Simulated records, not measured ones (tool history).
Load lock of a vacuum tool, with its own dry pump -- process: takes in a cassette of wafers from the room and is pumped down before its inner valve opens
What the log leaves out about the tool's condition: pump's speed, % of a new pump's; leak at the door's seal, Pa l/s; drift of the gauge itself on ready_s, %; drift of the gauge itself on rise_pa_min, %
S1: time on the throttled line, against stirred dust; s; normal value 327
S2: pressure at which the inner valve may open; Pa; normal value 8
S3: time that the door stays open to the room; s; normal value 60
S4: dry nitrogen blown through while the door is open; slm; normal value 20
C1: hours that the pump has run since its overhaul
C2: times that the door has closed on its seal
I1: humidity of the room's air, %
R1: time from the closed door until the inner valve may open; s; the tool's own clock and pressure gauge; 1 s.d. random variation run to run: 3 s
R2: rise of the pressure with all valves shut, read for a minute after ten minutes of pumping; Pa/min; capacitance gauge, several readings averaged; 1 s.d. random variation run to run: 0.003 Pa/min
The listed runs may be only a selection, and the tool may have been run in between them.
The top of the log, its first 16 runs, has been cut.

{"run": 17, "hour": 3339.2, "S1": 327, "S2": 6, "S3": 60, "S4": 20, "C1": 1663, "C2": 10745, "I1": 48.9, "R1": 503.8, "R2": 0.093}
{"run": 18, "hour": 3462.3, "S1": 327, "S2": 6, "S3": 60, "S4": 20, "C1": 1786, "C2": 11020, "I1": 45.7, "R1": 510.1, "R2": 0.089}
{"run": 19, "hour": 3727.8, "S1": 327, "S2": 6, "S3": 60, "S4": 20, "C1": 2052, "C2": 11612, "I1": 45.9, "R1": 504.9, "R2": 0.094}
{"run": 20, "hour": 3955.3, "S1": 327, "S2": 6, "S3": 60, "S4": 20, "C1": 2279, "C2": 12119, "I1": 45.7, "R1": 507.2, "R2": 0.1}
{"run": 21, "hour": 4171.0, "S1": 327, "S2": 6, "S3": 60, "S4": 20, "C1": 2495, "C2": 12600, "I1": 41.8, "R1": 517.1, "R2": 0.104}
{"run": 22, "hour": 4376.3, "S1": 327, "S2": 6, "S3": 60, "S4": 20, "C1": 2700, "C2": 13058, "I1": 46.5, "R1": 512.1, "R2": 0.11}
{"run": 23, "hour": 4508.6, "S1": 327, "S2": 6, "S3": 60, "S4": 20, "C1": 2832, "C2": 13353, "I1": 44.5, "R1": 511.1, "R2": 0.111}
{"run": 24, "hour": 4689.8, "S1": 327, "S2": 6, "S3": 60, "S4": 20, "C1": 3014, "C2": 13757, "I1": 45.6, "R1": 518.4, "R2": 0.113}
{"run": 25, "hour": 4943.5, "S1": 327, "S2": 6, "S3": 60, "S4": 20, "C1": 3267, "C2": 14323, "I1": 45.8, "R1": 517.5, "R2": 0.121}
{"run": 26, "hour": 5194.2, "S1": 327, "S2": 12, "S3": 26, "S4": 20, "C1": 3518, "C2": 14882, "I1": 43.9, "R1": 497.7, "R2": 0.119}
{"run": 27, "hour": 5418.0, "S1": 327, "S2": 12, "S3": 129, "S4": 20, "C1": 3742, "C2": 15381, "I1": 40.4, "R1": 496.0, "R2": 0.134}
{"run": 28, "hour": 5637.9, "S1": 327, "S2": 8, "S3": 221, "S4": 20, "C1": 3962, "C2": 15871, "I1": 45.4, "R1": 509.9, "R2": 0.153}
{"run": 29, "hour": 5842.5, "S1": 327, "S2": 8, "S3": 221, "S4": 20, "C1": 4166, "C2": 16327, "I1": 44.8, "R1": 514.1, "R2": 0.163}
{"run": 30, "hour": 6043.6, "S1": 327, "S2": 15, "S3": 60, "S4": 20, "C1": 4367, "C2": 16776, "I1": 42.8, "R1": 492.3, "R2": 0.143}
{"run": 31, "hour": 6207.8, "S1": 250, "S2": 10, "S3": 67, "S4": 6, "C1": 4532, "C2": 17142, "I1": 45.3, "R1": 438.7, "R2": 0.163}
{"run": 32, "hour": 6341.2, "S1": 250, "S2": 10, "S3": 67, "S4": 6, "C1": 4665, "C2": 17439, "I1": 46.3, "R1": 444.0, "R2": 0.174}
{"run": 33, "hour": 6563.6, "S1": 250, "S2": 10, "S3": 67, "S4": 6, "C1": 4887, "C2": 17935, "I1": 47.2, "R1": 439.9, "R2": 0.172}
{"run": 34, "hour": 6698.3, "S1": 250, "S2": 10, "S3": 67, "S4": 10, "C1": 5022, "C2": 18236, "I1": 43.0, "R1": 442.1, "R2": 0.176}
{"run": 35, "hour": 6856.5, "S1": 250, "S2": 11, "S3": 27, "S4": 8, "C1": 5180, "C2": 18588, "I1": 40.5, "R1": 434.7, "R2": 0.167}
{"run": 36, "hour": 7101.3, "S1": 320, "S2": 13, "S3": 28, "S4": 38, "C1": 5425, "C2": 19134, "I1": 41.4, "R1": 500.8, "R2": 0.168}

Predict each of these 5 candidate next runs independently; none follows another, all start after run 36:
{"run": "A", "hour": 7302.7, "S1": 172, "S2": 14, "S3": 28, "S4": 38, "C1": 5626, "C2": 19583, "I1": 42.1, "R1": "?", "R2": "?"}
{"run": "B", "hour": 7302.7, "S1": 320, "S2": 13, "S3": 28, "S4": 5, "C1": 5626, "C2": 19583, "I1": 49.6, "R1": "?", "R2": "?"}
{"run": "C", "hour": 7302.7, "S1": 320, "S2": 13, "S3": 125, "S4": 38, "C1": 5626, "C2": 19583, "I1": 42.5, "R1": "?", "R2": "?"}
{"run": "D", "hour": 7302.7, "S1": 638, "S2": 8, "S3": 52, "S4": 20, "C1": 5626, "C2": 19583, "I1": 42.5, "R1": "?", "R2": "?"}
{"run": "E", "hour": 7302.7, "S1": 628, "S2": 10, "S3": 60, "S4": 26, "C1": 5626, "C2": 19583, "I1": 45.5, "R1": "?", "R2": "?"}

run=A R1=370.4 R2=0.170
run=B R1=500.5 R2=0.187
run=C R1=501.2 R2=0.178
run=D R1=789.0 R2=0.189
run=E R1=776.0 R2=0.178
Had the tool no hidden state, the same runs would have come out as:
run=A R1=339.7 R2=0.006
run=B R1=472.4 R2=0.022
run=C R1=473.1 R2=0.013
run=D R1=765.4 R2=0.020
run=E R1=752.6 R2=0.015

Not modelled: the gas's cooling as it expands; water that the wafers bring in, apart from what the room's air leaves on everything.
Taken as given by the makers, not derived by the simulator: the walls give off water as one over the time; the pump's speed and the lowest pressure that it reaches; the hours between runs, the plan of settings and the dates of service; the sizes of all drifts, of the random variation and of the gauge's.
